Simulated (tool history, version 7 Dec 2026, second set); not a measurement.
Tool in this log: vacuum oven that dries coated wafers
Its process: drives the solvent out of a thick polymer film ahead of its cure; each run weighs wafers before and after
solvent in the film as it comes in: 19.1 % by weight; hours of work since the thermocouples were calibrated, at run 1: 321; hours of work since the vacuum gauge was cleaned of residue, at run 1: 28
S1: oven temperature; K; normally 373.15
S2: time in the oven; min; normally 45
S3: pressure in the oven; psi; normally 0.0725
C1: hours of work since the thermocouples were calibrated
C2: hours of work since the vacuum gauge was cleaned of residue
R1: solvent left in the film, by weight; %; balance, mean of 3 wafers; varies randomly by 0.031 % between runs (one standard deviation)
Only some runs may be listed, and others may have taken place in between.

{"run": 1, "hour": 0.0, "S1": 373.15, "S2": 45, "S3": 0.0725, "C1": 321, "C2": 28, "R1": 1.59}
{"run": 2, "hour": 45.6, "S1": 369.15, "S2": 45, "S3": 0.0725, "C1": 357, "C2": 63, "R1": 2.15}
{"run": 3, "hour": 70.4, "S1": 369.15, "S2": 45, "S3": 0.0725, "C1": 376, "C2": 83, "R1": 2.16}
{"run": 4, "hour": 102.6, "S1": 369.15, "S2": 45, "S3": 0.0725, "C1": 402, "C2": 108, "R1": 2.14}
{"run": 5, "hour": 143.0, "S1": 369.15, "S2": 45, "S3": 0.0725, "C1": 433, "C2": 140, "R1": 2.16}
{"run": 6, "hour": 171.9, "S1": 380.15, "S2": 45, "S3": 0.0725, "C1": 456, "C2": 163, "R1": 0.8}
{"run": 7, "hour": 203.8, "S1": 380.15, "S2": 45, "S3": 0.0725, "C1": 481, "C2": 188, "R1": 0.81}
{"run": 8, "hour": 228.1, "S1": 373.15, "S2": 45, "S3": 0.0725, "C1": 500, "C2": 207, "R1": 1.62}
{"run": 9, "hour": 266.2, "S1": 373.15, "S2": 44, "S3": 0.0725, "C1": 530, "C2": 236, "R1": 1.63}
{"run": 10, "hour": 307.6, "S1": 373.15, "S2": 44, "S3": 0.0725, "C1": 562, "C2": 269, "R1": 1.64}
{"run": 11, "hour": 352.7, "S1": 373.15, "S2": 44, "S3": 0.0725, "C1": 598, "C2": 304, "R1": 1.64}
{"run": 12, "hour": 376.0, "S1": 384.15, "S2": 45, "S3": 0.0725, "C1": 616, "C2": 323, "R1": 0.55}
{"run": 13, "hour": 415.5, "S1": 384.15, "S2": 45, "S3": 0.0725, "C1": 647, "C2": 354, "R1": 0.58}
{"run": 14, "hour": 452.5, "S1": 384.15, "S2": 45, "S3": 0.0725, "C1": 676, "C2": 383, "R1": 0.55}
{"run": 15, "hour": 490.6, "S1": 384.15, "S2": 45, "S3": 0.0725, "C1": 706, "C2": 412, "R1": 0.54}
{"run": 16, "hour": 511.1, "S1": 373.15, "S2": 45, "S3": 0.2287, "C1": 722, "C2": 428, "R1": 1.82}
{"run": 17, "hour": 552.9, "S1": 373.15, "S2": 45, "S3": 0.2287, "C1": 755, "C2": 461, "R1": 1.79}
{"run": 18, "hour": 595.3, "S1": 373.15, "S2": 45, "S3": 0.2287, "C1": 788, "C2": 494, "R1": 1.83}
{"run": 19, "hour": 617.7, "S1": 373.15, "S2": 45, "S3": 0.2287, "C1": 805, "C2": 512, "R1": 1.83}
{"run": 20, "hour": 642.4, "S1": 382.15, "S2": 45, "S3": 0.2287, "C1": 825, "C2": 531, "R1": 0.88}
{"run": 21, "hour": 686.2, "S1": 382.15, "S2": 45, "S3": 0.2287, "C1": 859, "C2": 566, "R1": 0.93}
{"run": 22, "hour": 716.8, "S1": 373.15, "S2": 29, "S3": 0.0725, "C1": 883, "C2": 590, "R1": 3.48}
{"run": 23, "hour": 750.8, "S1": 373.15, "S2": 45, "S3": 0.0725, "C1": 910, "C2": 616, "R1": 1.57}
{"run": 24, "hour": 786.8, "S1": 381.15, "S2": 36, "S3": 0.17, "C1": 938, "C2": 645, "R1": 1.47}
{"run": 25, "hour": 815.0, "S1": 379.15, "S2": 31, "S3": 0.1656, "C1": 960, "C2": 667, "R1": 2.3}
{"run": 26, "hour": 839.0, "S1": 379.15, "S2": 31, "S3": 0.1656, "C1": 979, "C2": 686, "R1": 2.2}
{"run": 27, "hour": 871.7, "S1": 373.15, "S2": 47, "S3": 0.0582, "C1": 1005, "C2": 711, "R1": 1.45}
{"run": 28, "hour": 894.7, "S1": 373.15, "S2": 47, "S3": 0.0582, "C1": 1023, "C2": 729, "R1": 1.42}
{"run": 29, "hour": 913.7, "S1": 370.15, "S2": 45, "S3": 0.0725, "C1": 1037, "C2": 744, "R1": 1.97}
{"run": 30, "hour": 941.4, "S1": 370.15, "S2": 45, "S3": 0.0725, "C1": 1059, "C2": 766, "R1": 1.95}
{"run": 31, "hour": 974.2, "S1": 370.15, "S2": 45, "S3": 0.0725, "C1": 1085, "C2": 792, "R1": 1.98}
{"run": 32, "hour": 996.1, "S1": 370.15, "S2": 45, "S3": 0.0725, "C1": 1102, "C2": 809, "R1": 1.98}
{"run": 33, "hour": 1015.6, "S1": 384.15, "S2": 33, "S3": 0.2326, "C1": 1117, "C2": 824, "R1": 1.4}
{"run": 34, "hour": 1034.7, "S1": 386.15, "S2": 26, "S3": 0.2527, "C1": 1132, "C2": 839, "R1": 2.05}
{"run": 35, "hour": 1063.3, "S1": 365.15, "S2": 26, "S3": 0.2527, "C1": 1155, "C2": 861, "R1": 6.11}
{"run": 36, "hour": 1092.7, "S1": 365.15, "S2": 26, "S3": 0.2527, "C1": 1178, "C2": 884, "R1": 6.14}
{"run": 37, "hour": 1120.1, "S1": 374.15, "S2": 40, "S3": 0.2038, "C1": 1199, "C2": 906, "R1": 2.07}
{"run": 38, "hour": 1153.4, "S1": 366.15, "S2": 55, "S3": 0.2038, "C1": 1225, "C2": 932, "R1": 2.13}
{"run": 39, "hour": 1179.0, "S1": 382.15, "S2": 55, "S3": 0.2038, "C1": 1245, "C2": 952, "R1": 0.55}
{"run": 40, "hour": 1222.6, "S1": 373.15, "S2": 32, "S3": 0.0586, "C1": 1280, "C2": 986, "R1": 2.85}
{"run": 41, "hour": 1253.3, "S1": 364.15, "S2": 23, "S3": 0.2734, "C1": 1304, "C2": 1010, "R1": 7.01}
{"run": 42, "hour": 1271.8, "S1": 362.15, "S2": 49, "S3": 0.0573, "C1": 1318, "C2": 1025, "R1": 2.94}
{"run": 43, "hour": 1315.1, "S1": 384.15, "S2": 56, "S3": 0.1424, "C1": 1352, "C2": 1059, "R1": 0.42}
{"run": 44, "hour": 1356.8, "S1": 373.15, "S2": 54, "S3": 0.1295, "C1": 1385, "C2": 1091, "R1": 1.17}
{"run": 45, "hour": 1393.3, "S1": 361.15, "S2": 52, "S3": 0.2621, "C1": 1413, "C2": 1120, "R1": 3.49}
{"run": 46, "hour": 1416.8, "S1": 363.15, "S2": 45, "S3": 0.0725, "C1": 1432, "C2": 1139, "R1": 3.27}

Here are 5 independent what-if runs from the current tool condition. What would each one return?
{"run": "A", "hour": 1438.2, "S1": 370.15, "S2": 49, "S3": 0.1574, "C1": 1449, "C2": 1155, "R1": "?"}
{"run": "B", "hour": 1438.2, "S1": 370.15, "S2": 45, "S3": 0.0725, "C1": 1449, "C2": 1155, "R1": "?"}
{"run": "C", "hour": 1438.2, "S1": 363.15, "S2": 27, "S3": 0.0725, "C1": 1449, "C2": 1155, "R1": "?"}
{"run": "D", "hour": 1438.2, "S1": 374.15, "S2": 81, "S3": 0.0393, "C1": 1449, "C2": 1155, "R1": "?"}
{"run": "E", "hour": 1438.2, "S1": 373.15, "S2": 59, "S3": 0.0725, "C1": 1449, "C2": 1155, "R1": "?"}

run=A R1=1.85
run=B R1=2.02
run=C R1=6.02
run=D R1=0.24
run=E R1=0.85
The same runs, with their run-to-run variation unchanged, on a tool lacking any hidden condition would have given:
run=A R1=1.86
run=B R1=2.04
run=C R1=6.04
run=D R1=0.24
run=E R1=0.86
